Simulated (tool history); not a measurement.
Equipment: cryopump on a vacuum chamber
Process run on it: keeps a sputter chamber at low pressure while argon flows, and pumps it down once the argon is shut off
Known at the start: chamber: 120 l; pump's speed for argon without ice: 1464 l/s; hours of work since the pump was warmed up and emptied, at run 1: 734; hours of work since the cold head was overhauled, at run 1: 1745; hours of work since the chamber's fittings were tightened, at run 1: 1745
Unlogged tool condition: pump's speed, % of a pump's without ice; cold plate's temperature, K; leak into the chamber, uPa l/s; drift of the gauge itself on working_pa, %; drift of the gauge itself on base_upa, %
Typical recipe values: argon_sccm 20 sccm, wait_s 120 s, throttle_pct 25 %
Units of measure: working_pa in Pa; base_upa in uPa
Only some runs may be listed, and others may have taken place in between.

run	hour	argon_sccm	wait_s	throttle_pct	hours of work since the pump was warmed up and emptied	hours of work since the cold head was overhauled	hours of work since the chamber's fittings were tightened	working_pa	base_upa
1	0	20	120	25	734	1745	1745	0.0996	1.73
2	56.2	20	120	15	784	1794	1794	0.1614	1.79
3	133	20	120	25	851	1861	1861	0.1017	1.88
# hour 193.3: pump warmed up, emptied and cooled again
4	213.7	20	120	25	18	1927	1927	0.0922	1.54
5	306.8	20	120	25	99	2008	2008	0.0948	1.64
6	372.9	20	120	25	157	2066	2066	0.095	1.63
7	450.1	9	120	25	224	2134	2134	0.043	1.79
8	517.6	18	120	25	283	2192	2192	0.0859	1.8
9	571.2	18	120	25	330	2239	2239	0.0868	1.85
10	628.1	20	56	25	380	2289	2289	0.0967	2.34
11	729.7	20	56	25	468	2378	2378	0.0973	2.54
12	774.4	10	56	21	507	2417	2417	0.0573	2.46
13	834.9	22	20	16	560	2470	2470	0.1664	4.15
14	913	20	23	25	629	2538	2538	0.0992	4
15	977.3	20	23	25	685	2594	2594	0.1006	4.01
16	1027.7	20	20	25	729	2638	2638	0.1013	4.35
17	1125.9	20	20	25	814	2724	2724	0.1024	4.58

A few steps of working_pa between consecutive runs. Split each: what settings, incoming material and random variation would produce without the hidden state, and what is left over for the hidden state, along with gauge scatter present in only one of the two compared results (measured, and without hidden state):
Run 3 -> 4: pump warmed up, emptied and cooled again. working_pa -0.0095 Pa: hidden state -0.0084, all else -0.0011.
Run 12 -> 13: argon_sccm 10 -> 22, wait_s 56 -> 20, throttle_pct 21 -> 16. working_pa +0.1091 Pa: hidden state +0.0043, all else +0.1048.
